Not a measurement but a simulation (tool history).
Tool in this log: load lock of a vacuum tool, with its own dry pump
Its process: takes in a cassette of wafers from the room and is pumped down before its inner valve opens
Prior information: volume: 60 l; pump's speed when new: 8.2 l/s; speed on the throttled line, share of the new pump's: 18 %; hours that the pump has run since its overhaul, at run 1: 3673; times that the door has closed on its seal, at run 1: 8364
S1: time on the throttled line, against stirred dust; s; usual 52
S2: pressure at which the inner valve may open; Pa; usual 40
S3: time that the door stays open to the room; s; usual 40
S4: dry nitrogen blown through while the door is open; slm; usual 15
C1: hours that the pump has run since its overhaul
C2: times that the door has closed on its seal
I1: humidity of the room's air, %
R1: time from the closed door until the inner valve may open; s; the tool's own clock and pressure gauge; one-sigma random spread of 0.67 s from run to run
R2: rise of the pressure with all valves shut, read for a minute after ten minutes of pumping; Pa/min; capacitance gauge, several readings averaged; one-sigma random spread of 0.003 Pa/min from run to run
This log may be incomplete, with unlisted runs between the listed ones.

{"run": 1, "hour": 0.0, "S1": 52, "S2": 40, "S3": 40, "S4": 15, "C1": 3673, "C2": 8364, "I1": 45.3, "R1": 101.9, "R2": 0.08}
{"run": 2, "hour": 466.7, "S1": 52, "S2": 40, "S3": 40, "S4": 15, "C1": 4140, "C2": 10242, "I1": 44.2, "R1": 103.1, "R2": 0.087}
{"run": 3, "hour": 894.1, "S1": 52, "S2": 40, "S3": 40, "S4": 15, "C1": 4567, "C2": 11961, "I1": 47.1, "R1": 104.5, "R2": 0.101}
{"run": 4, "hour": 1251.5, "S1": 52, "S2": 40, "S3": 40, "S4": 15, "C1": 4925, "C2": 13398, "I1": 47.5, "R1": 101.8, "R2": 0.106}
{"run": 5, "hour": 1674.2, "S1": 52, "S2": 40, "S3": 40, "S4": 15, "C1": 5347, "C2": 15098, "I1": 44, "R1": 104.6, "R2": 0.118}
{"run": 6, "hour": 2036.7, "S1": 52, "S2": 40, "S3": 40, "S4": 15, "C1": 5710, "C2": 16556, "I1": 45.8, "R1": 104.6, "R2": 0.124}
{"run": 7, "hour": 2655.7, "S1": 52, "S2": 40, "S3": 40, "S4": 15, "C1": 6329, "C2": 19046, "I1": 49.3, "R1": 106.2, "R2": 0.147}
{"run": 8, "hour": 2962.8, "S1": 52, "S2": 40, "S3": 40, "S4": 15, "C1": 6636, "C2": 20282, "I1": 44, "R1": 106, "R2": 0.141}
{"run": 9, "hour": 3512.4, "S1": 53, "S2": 40, "S3": 40, "S4": 15, "C1": 7186, "C2": 22492, "I1": 47.7, "R1": 105.8, "R2": 0.157}
{"run": 10, "hour": 4159.5, "S1": 52, "S2": 40, "S3": 40, "S4": 21, "C1": 7833, "C2": 25095, "I1": 46.2, "R1": 106.6, "R2": 0.166}
{"run": 11, "hour": 4484.2, "S1": 52, "S2": 40, "S3": 40, "S4": 15, "C1": 8158, "C2": 26401, "I1": 44.2, "R1": 107.6, "R2": 0.176}
{"run": 12, "hour": 5019.5, "S1": 52, "S2": 40, "S3": 40, "S4": 15, "C1": 8693, "C2": 28554, "I1": 45.9, "R1": 107, "R2": 0.2}
{"run": 13, "hour": 5431.0, "S1": 52, "S2": 40, "S3": 40, "S4": 15, "C1": 9104, "C2": 30209, "I1": 48.5, "R1": 107.3, "R2": 0.216}
{"run": 14, "hour": 5714.6, "S1": 52, "S2": 40, "S3": 40, "S4": 15, "C1": 9388, "C2": 31350, "I1": 42.6, "R1": 109.1, "R2": 0.209}
{"run": 15, "hour": 6140.1, "S1": 52, "S2": 40, "S3": 40, "S4": 15, "C1": 9813, "C2": 33061, "I1": 45.5, "R1": 108.8, "R2": 0.231}
{"run": 16, "hour": 6747.2, "S1": 99, "S2": 40, "S3": 40, "S4": 15, "C1": 10420, "C2": 35503, "I1": 45.9, "R1": 144.7, "R2": 0.26}
{"run": 17, "hour": 7177.8, "S1": 52, "S2": 40, "S3": 40, "S4": 10, "C1": 10851, "C2": 37236, "I1": 44.6, "R1": 107.8, "R2": 0.281}
{"run": 18, "hour": 7734.8, "S1": 48, "S2": 61, "S3": 203, "S4": 17, "C1": 11408, "C2": 39476, "I1": 41.8, "R1": 103.6, "R2": 0.319}
{"run": 19, "hour": 8250.3, "S1": 48, "S2": 61, "S3": 203, "S4": 17, "C1": 11924, "C2": 41549, "I1": 43.3, "R1": 104.4, "R2": 0.344}
{"run": 20, "hour": 8625.2, "S1": 47, "S2": 28, "S3": 49, "S4": 13, "C1": 12299, "C2": 43057, "I1": 44.8, "R1": 110.4, "R2": 0.335}
{"run": 21, "hour": 9034.2, "S1": 47, "S2": 28, "S3": 49, "S4": 13, "C1": 12707, "C2": 44702, "I1": 43.5, "R1": 110.9, "R2": 0.352}
{"run": 22, "hour": 9686.4, "S1": 70, "S2": 35, "S3": 40, "S4": 6, "C1": 13360, "C2": 47326, "I1": 46.1, "R1": 126.9, "R2": 0.383}
{"run": 23, "hour": 10122.9, "S1": 72, "S2": 63, "S3": 49, "S4": 12, "C1": 13796, "C2": 49082, "I1": 47.4, "R1": 122.6, "R2": 0.41}
{"run": 24, "hour": 10616.9, "S1": 72, "S2": 63, "S3": 49, "S4": 12, "C1": 14290, "C2": 51069, "I1": 46.5, "R1": 123.3, "R2": 0.426}
{"hour": 10794.9, "done": "dry pump taken out, an overhauled one fitted"}
{"run": 25, "hour": 11120.4, "S1": 32, "S2": 40, "S3": 236, "S4": 15, "C1": 326, "C2": 53070, "I1": 45.4, "R1": 84.2, "R2": 0.477}
{"run": 26, "hour": 11685.5, "S1": 32, "S2": 40, "S3": 236, "S4": 15, "C1": 891, "C2": 55343, "I1": 46.1, "R1": 84.7, "R2": 0.514}
{"run": 27, "hour": 12123.7, "S1": 32, "S2": 39, "S3": 236, "S4": 4, "C1": 1329, "C2": 57105, "I1": 46.7, "R1": 85, "R2": 0.547}
{"run": 28, "hour": 12547.8, "S1": 52, "S2": 32, "S3": 120, "S4": 15, "C1": 1753, "C2": 58811, "I1": 46.1, "R1": 102.3, "R2": 0.521}
{"run": 29, "hour": 13011.7, "S1": 52, "S2": 40, "S3": 26, "S4": 15, "C1": 2217, "C2": 60677, "I1": 44.1, "R1": 103.2, "R2": 0.526}
{"run": 30, "hour": 13392.1, "S1": 45, "S2": 57, "S3": 26, "S4": 15, "C1": 2597, "C2": 62207, "I1": 47.3, "R1": 93.9, "R2": 0.538}
{"run": 31, "hour": 13843.7, "S1": 85, "S2": 44, "S3": 110, "S4": 15, "C1": 3049, "C2": 64024, "I1": 49, "R1": 128, "R2": 0.595}
{"run": 32, "hour": 14414.5, "S1": 37, "S2": 35, "S3": 125, "S4": 12, "C1": 3620, "C2": 66320, "I1": 44, "R1": 92.2, "R2": 0.63}
{"run": 33, "hour": 14813.2, "S1": 37, "S2": 35, "S3": 125, "S4": 12, "C1": 4018, "C2": 67923, "I1": 46.4, "R1": 93.2, "R2": 0.651}
{"run": 34, "hour": 15285.9, "S1": 85, "S2": 35, "S3": 125, "S4": 22, "C1": 4491, "C2": 69825, "I1": 45.6, "R1": 132.8, "R2": 0.678}

Some steps in R1, run to run, broken into two amounts with sign: the step expected even without the hidden condition (settings, incoming material, random variation), and the rest, left for the hidden condition together with whatever gauge scatter is not in both the measured and the hidden-condition-free result:
The tool's hidden condition here consists of: pump's speed, % of a new pump's; leak at the door's seal, Pa l/s; drift of the gauge itself on ready_s, %; drift of the gauge itself on rise_pa_min, %.
Run 16 -> 17: S1 99 -> 52, S4 15 -> 10. R1 -36.9 s: hidden state +1.9, all else -38.8.
Run 19 -> 20: S1 48 -> 47, S2 61 -> 28, S3 203 -> 49, S4 17 -> 13. R1 +6 s: hidden state +1.6, all else +4.4.
Run 24 -> 25: S1 72 -> 32, S2 63 -> 40, S3 49 -> 236, S4 12 -> 15, dry pump taken out, an overhauled one fitted. R1 -39.1 s: hidden state -10.3, all else -28.8.
Run 33 -> 34: S1 37 -> 85, S4 12 -> 22. R1 +39.6 s: hidden state -0.1, all else +39.7.
